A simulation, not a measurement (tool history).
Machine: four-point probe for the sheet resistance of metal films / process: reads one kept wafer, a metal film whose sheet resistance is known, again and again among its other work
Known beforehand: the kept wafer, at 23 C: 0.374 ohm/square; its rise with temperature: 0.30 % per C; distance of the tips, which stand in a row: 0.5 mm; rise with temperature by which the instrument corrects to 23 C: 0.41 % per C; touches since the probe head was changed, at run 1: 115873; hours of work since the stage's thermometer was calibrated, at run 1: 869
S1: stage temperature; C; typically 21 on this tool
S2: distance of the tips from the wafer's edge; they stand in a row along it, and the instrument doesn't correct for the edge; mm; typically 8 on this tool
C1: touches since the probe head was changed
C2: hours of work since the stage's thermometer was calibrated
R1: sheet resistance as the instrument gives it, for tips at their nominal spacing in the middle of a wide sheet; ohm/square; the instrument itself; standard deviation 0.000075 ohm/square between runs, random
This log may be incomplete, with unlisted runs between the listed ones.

run 1 day=0 | S1=21 S2=8 | C1=115873 C2=869 | R1=0.372211
run 2 day=4.362 | S1=21 S2=8 | C1=122935 C2=949 | R1=0.371992
run 3 day=8.946 | S1=21 S2=8 | C1=130356 C2=1034 | R1=0.371771
run 4 day=14.717 | S1=21 S2=8 | C1=139697 C2=1140 | R1=0.371546
run 5 day=20.683 | S1=21 S2=28 | C1=149358 C2=1250 | R1=0.370511
run 6 day=24.846 | S1=21 S2=28 | C1=156100 C2=1327 | R1=0.370463
-- day=26.15 new probe head fitted
run 7 day=28.9 | S1=21 S2=4 | C1=4457 C2=1401 | R1=0.376413
run 8 day=32.354 | S1=21 S2=8 | C1=10046 C2=1464 | R1=0.373985
run 9 day=38.158 | S1=21 S2=8 | C1=19445 C2=1571 | R1=0.373706
run 10 day=41.004 | S1=21 S2=8 | C1=24052 C2=1623 | R1=0.373572
run 11 day=44.146 | S1=19 S2=8 | C1=29133 C2=1681 | R1=0.374351
run 12 day=50.038 | S1=19 S2=8 | C1=38678 C2=1790 | R1=0.374021
run 13 day=54.692 | S1=19 S2=8 | C1=46207 C2=1875 | R1=0.373876
run 14 day=58.762 | S1=19 S2=8 | C1=52799 C2=1950 | R1=0.373647
run 15 day=63.629 | S1=25 S2=8 | C1=60679 C2=2040 | R1=0.370924
run 16 day=66.779 | S1=29 S2=8 | C1=65781 C2=2098 | R1=0.369007
run 17 day=71.996 | S1=29 S2=8 | C1=74224 C2=2194 | R1=0.36897
-- day=74.8 stage's thermometer calibrated
run 18 day=75.392 | S1=29 S2=8 | C1=79686 C2=11 | R1=0.368577
run 19 day=78.333 | S1=21 S2=8 | C1=84451 C2=65 | R1=0.371706
run 20 day=82.525 | S1=21 S2=9 | C1=91240 C2=142 | R1=0.371493
run 21 day=86.604 | S1=35 S2=37 | C1=97843 C2=217 | R1=0.364883
-- day=89.379 stage's thermometer calibrated, once more
run 22 day=91.7 | S1=21 S2=5 | C1=106058 C2=43 | R1=0.373157
run 23 day=94.675 | S1=20 S2=57 | C1=110876 C2=98 | R1=0.371593
run 24 day=98.167 | S1=26 S2=3 | C1=116525 C2=162 | R1=0.374313
run 25 day=101.583 | S1=18 S2=6 | C1=122061 C2=225 | R1=0.3736
run 26 day=106.929 | S1=18 S2=6 | C1=130714 C2=323 | R1=0.373273
run 27 day=111.246 | S1=18 S2=6 | C1=137703 C2=403 | R1=0.373171
run 28 day=117.183 | S1=18 S2=8 | C1=147314 C2=512 | R1=0.372217
run 29 day=120.979 | S1=18 S2=8 | C1=153457 C2=582 | R1=0.372113
-- day=123.754 new probe head fitted
run 30 day=126.529 | S1=18 S2=8 | C1=4495 C2=683 | R1=0.376835
run 31 day=132.196 | S1=18 S2=4 | C1=13670 C2=788 | R1=0.378906
run 32 day=135.183 | S1=21 S2=5 | C1=18504 C2=843 | R1=0.376335
run 33 day=140.058 | S1=21 S2=15 | C1=26402 C2=933 | R1=0.374521
run 34 day=144.454 | S1=21 S2=15 | C1=33518 C2=1014 | R1=0.374018
run 35 day=149.9 | S1=21 S2=15 | C1=42334 C2=1114 | R1=0.373924
run 36 day=154.083 | S1=20 S2=38 | C1=49103 C2=1191 | R1=0.374005
run 37 day=158.896 | S1=20 S2=38 | C1=56899 C2=1280 | R1=0.373785
run 38 day=164.896 | S1=20 S2=38 | C1=66608 C2=1390 | R1=0.373474

Describe how what the log doesn't record of the tool's condition differs between the last listed run preceding each entry between runs and the first listed run following it.
From run 6 to run 7: new probe head fitted (day 26.15)
  inner tips' distance over the nominal, %: -1.027 -> -0.303; tips' flats over new ones', %: 54 -> 1; wafer's true temperature over the reading, C: -0.31 -> -0.33
  measured less the result without the state, R1: -0.004505 -> -0.001607 ohm/square
From run 17 to run 18: stage's thermometer calibrated (day 74.8)
  inner tips' distance over the nominal, %: -0.712 -> -0.744; tips' flats over new ones', %: 24 -> 25; wafer's true temperature over the reading, C: -0.49 -> -0.7
  measured less the result without the state, R1: -0.00339 -> -0.003746 ohm/square
From run 21 to run 22: stage's thermometer calibrated, once more (day 89.379)
  inner tips' distance over the nominal, %: -0.849 -> -0.895; tips' flats over new ones', %: 31 -> 34; wafer's true temperature over the reading, C: -0.74 -> -0.02
  measured less the result without the state, R1: -0.00416 -> -0.003667 ohm/square
From run 29 to run 30: new probe head fitted (day 123.754)
  inner tips' distance over the nominal, %: -1.168 -> -0.003; tips' flats over new ones', %: 49 -> 1; wafer's true temperature over the reading, C: -0.13 -> -0.15
  measured less the result without the state, R1: -0.004902 -> -0.000182 ohm/square
